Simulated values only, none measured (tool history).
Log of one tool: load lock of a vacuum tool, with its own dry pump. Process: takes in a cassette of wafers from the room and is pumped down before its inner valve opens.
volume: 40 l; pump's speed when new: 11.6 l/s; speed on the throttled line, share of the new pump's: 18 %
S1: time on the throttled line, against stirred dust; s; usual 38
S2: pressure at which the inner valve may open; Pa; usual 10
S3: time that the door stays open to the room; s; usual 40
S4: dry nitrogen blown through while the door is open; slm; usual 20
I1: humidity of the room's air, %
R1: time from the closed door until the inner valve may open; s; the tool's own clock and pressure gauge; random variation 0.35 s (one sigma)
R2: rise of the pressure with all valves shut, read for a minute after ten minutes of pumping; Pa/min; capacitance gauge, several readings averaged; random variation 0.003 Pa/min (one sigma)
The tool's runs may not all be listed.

run      day  S1  S2   S3  S4    I1    R1     R2
  1        0  38  10   40  20  44.7  65.9  0.129
  2    6.442  38  10   40  20  42.6  65.8  0.134
  3   11.392  38  10   40  20  43.6  65.9  0.138
  4   16.329  38  10   40  20  45.3  66.2  0.149
  5   20.667  38  10   40  20  43.5  65.6  0.147
  6   25.608  38  10   40  20  42.4  65.9  0.152
  7   32.908  38  10   40  20  43.6  66.8  0.154
  8   40.121  38  10   40  20  45.2  66.6  0.165
  9     48.5  38  10   40  24  44.2  65.9  0.169
 10   55.933  38  10   40  24  43.3  66.6  0.176
 11   62.942  38  10   40  24  44.4  66.2  0.181
 12    68.85  38  10   40  24  44.7  66.2  0.191
 13   76.692  38  10   40  24  42.4  66.1  0.185
 14   84.425  38  10   40  18  44.6  65.9  0.199
 15     90.9  38  10   40  18  42.6  66.3  0.206
 16   94.612  38  10   40  20  42.5  66.3  0.208
 17  102.042  38  10   40  20  45.8  66.5  0.208
 18  107.162  38  10   40  20  41.7  66.3  0.216
 19  116.217  38  10   40  20  45.3  66.3  0.225
 20  124.596  38  10   62  22  44.4  66.7   0.23
 21  131.662  50   7   27  22  44.5  77.8  0.238
 22  137.283  20   7   27  22  49.6  54.2  0.244
 23  143.612  22  16  119  20  41.2  51.9  0.257
 24  147.821  32  10   40   5  46.8    62  0.269
 25  154.688  32  10   40   5  42.4  61.8   0.27
 26    158.9  32  10   40   5  48.1  62.1  0.283
 27    163.1  38  11   29  15  43.9  66.2  0.262
 28  172.246  20  11   40  19  45.6  52.4  0.279
 29  176.058  35   7   65  30  44.4    66  0.278
 30  181.421  35   7   65  30  43.7  66.3  0.283
 31  187.583  46  10   40  20  43.9  73.8  0.289
 32  195.267  46  10   40  20  44.3  73.7  0.293
 33  201.071  38  10   40   8  43.1  67.1  0.315
 34  209.462  55  16  156   4  46.2  78.5  0.378
 35  215.512  20  10   40  20  46.7  52.8  0.316
 36  219.908  44  10   40  17  44.7    72  0.341
 37  227.933  44  10  134  17  45.5    72  0.356

3 ways to go on from here, each from the tool as it stands after run 37. What would each give?
  A  235.346  44   9  177  31    43   ?   ?
  B  235.346  29  10  130  17  46.1   ?   ?
  C  235.346  42  15  134   7  45.5   ?   ?

run    R1     R2
  A  72.5  0.347
  B  60.8  0.367
  C  68.4   0.38
Without the tool's hidden state the same runs would have given:
run    R1     R2
  A  68.4  0.023
  B  56.4  0.043
  C  64.7   0.06
